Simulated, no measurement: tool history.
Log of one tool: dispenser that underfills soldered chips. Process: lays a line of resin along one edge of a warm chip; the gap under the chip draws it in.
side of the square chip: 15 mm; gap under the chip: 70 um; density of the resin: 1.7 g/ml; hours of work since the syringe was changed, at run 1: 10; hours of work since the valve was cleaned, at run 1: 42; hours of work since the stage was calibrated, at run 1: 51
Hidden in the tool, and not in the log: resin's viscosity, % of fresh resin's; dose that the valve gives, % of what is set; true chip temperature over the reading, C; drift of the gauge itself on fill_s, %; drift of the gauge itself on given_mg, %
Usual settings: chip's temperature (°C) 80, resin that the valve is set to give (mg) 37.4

| run | hour | chip's temperature (°C) | resin that the valve is set to give (mg) | hours of work since the syringe was changed | hours of work since the valve was cleaned | hours of work since the stage was calibrated | time until the resin shows at the far edge (s) | resin that the valve gave (mg) |
|---|---|---|---|---|---|---|---|---|
| 1 | 0 | 80 | 37.4 | 10 | 42 | 51 | 447.5 | 36.94 |
|  | 1.7 | new syringe of resin |
| 2 | 5.6 | 67 | 37.4 | 3 | 46 | 55 | 581.1 | 36.96 |
|  | 7 | dispensing valve cleaned and set on the balance |
|  | 17.1 | new syringe of resin |
| 3 | 17.9 | 80 | 37.4 | 1 | 8 | 63 | 250.3 | 37.36 |
| 4 | 23.9 | 80 | 37.4 | 5 | 13 | 68 | 334.7 | 37.3 |
| 5 | 29.3 | 92 | 37.4 | 9 | 17 | 72 | 241.3 | 37.29 |
|  | 31.4 | new syringe of resin |
| 6 | 40.5 | 92 | 37.4 | 7 | 25 | 80 | 206.2 | 37.16 |
|  | 46 | new syringe of resin |
| 7 | 49.2 | 92 | 37.4 | 2 | 32 | 87 | 154.8 | 37.07 |
| 8 | 58.9 | 88 | 37.4 | 10 | 39 | 94 | 298.9 | 36.96 |
|  | 60.6 | new syringe of resin |
| 9 | 65.2 | 80 | 38.7 | 4 | 44 | 99 | 297.6 | 38.2 |
|  | 70.2 | dispensing valve cleaned and set on the balance |
| 10 | 71.9 | 80 | 32.7 | 8 | 1 | 103 | 413.7 | 32.68 |
|  | 75.9 | new syringe of resin |
| 11 | 81.4 | 94 | 32.7 | 4 | 8 | 110 | 165.6 | 32.7 |
| 12 | 89.3 | 94 | 32.7 | 10 | 14 | 116 | 248.6 | 32.57 |
|  | 90.3 | new syringe of resin |
| 13 | 96.6 | 94 | 32.7 | 5 | 20 | 122 | 169.2 | 32.5 |
|  | 105 | new syringe of resin |
| 14 | 107.5 | 94 | 32.7 | 2 | 28 | 130 | 140.8 | 32.42 |
| 15 | 112.3 | 94 | 32.7 | 6 | 32 | 133 | 180.1 | 32.41 |
|  | 119.8 | new syringe of resin |
| 16 | 122.8 | 94 | 32.7 | 2 | 39 | 141 | 147.7 | 32.33 |
|  | 133.5 | dispensing valve cleaned and set on the balance |
| 17 | 133.6 | 94 | 32.7 | 10 | 0 | 149 | 237.8 | 32.8 |
|  | 135.4 | new syringe of resin |
| 18 | 140 | 90 | 48.1 | 3 | 5 | 153 | 175.6 | 48.18 |
| 19 | 144.9 | 90 | 48.1 | 7 | 8 | 157 | 228.1 | 48.14 |
|  | 150 | new syringe of resin |
| 20 | 152.5 | 92 | 31.9 | 2 | 14 | 163 | 162 | 31.89 |
| 21 | 161.9 | 83 | 44.3 | 9 | 21 | 170 | 373.2 | 44.17 |
|  | 164.7 | new syringe of resin |
| 22 | 171.9 | 83 | 44.3 | 6 | 29 | 177 | 284.4 | 44.05 |
| 23 | 177 | 82 | 38.7 | 9 | 33 | 181 | 403.1 | 38.39 |
|  | 179.2 | new syringe of resin |
| 24 | 185.8 | 82 | 37.4 | 5 | 39 | 188 | 309.3 | 37.08 |
|  | 193.9 | new syringe of resin |
|  | 196.7 | dispensing valve cleaned and set on the balance |
| 25 | 198.4 | 83 | 34.7 | 3 | 1 | 196 | 254.9 | 34.65 |
| 26 | 204.2 | 83 | 34.7 | 7 | 6 | 201 | 339.2 | 34.56 |
|  | 209.6 | new syringe of resin |
| 27 | 214.2 | 83 | 34.7 | 4 | 13 | 208 | 273.5 | 34.51 |
|  | 223.9 | new syringe of resin |
| 28 | 223.9 | 77 | 37.4 | 0 | 20 | 216 | 286.7 | 37.17 |
| 29 | 235.2 | 75 | 37.4 | 9 | 29 | 224 | 555.6 | 37.06 |
|  | 238.4 | new syringe of resin |
| 30 | 245.6 | 75 | 37.4 | 5 | 37 | 232 | 461.2 | 36.92 |
|  | 253.6 | new syringe of resin |
| 31 | 255.6 | 81 | 38.5 | 2 | 44 | 239 | 256.3 | 37.92 |
|  | 259.6 | dispensing valve cleaned and set on the balance |
| 32 | 263.3 | 81 | 38.5 | 7 | 3 | 244 | 356.5 | 38.44 |
|  | 269.7 | new syringe of resin |
| 33 | 275 | 94 | 38.5 | 4 | 12 | 253 | 160.8 | 38.32 |
|  | 284.1 | new syringe of resin |
| 34 | 284.9 | 91 | 39.2 | 1 | 19 | 261 | 153.8 | 38.94 |

Forecast each of these 3 alternatives for the next run:
| A | 290.3 | 80 | 35.9 | 5 | 23 | 265 | ? | ? |
| B | 290.3 | 70 | 44.2 | 5 | 23 | 265 | ? | ? |
| C | 290.3 | 80 | 38.5 | 5 | 23 | 265 | ? | ? |

| run | time until the resin shows at the far edge (s) | resin that the valve gave (mg) |
|---|---|---|
| A | 347.5 | 35.68 |
| B | 570.7 | 43.89 |
| C | 341.9 | 38.19 |
Without the tool's hidden state the same runs would have given:
| run | time until the resin shows at the far edge (s) | resin that the valve gave (mg) |
|---|---|---|
| A | 233 | 35.96 |
| B | 381.8 | 44.23 |
| C | 229.5 | 38.49 |
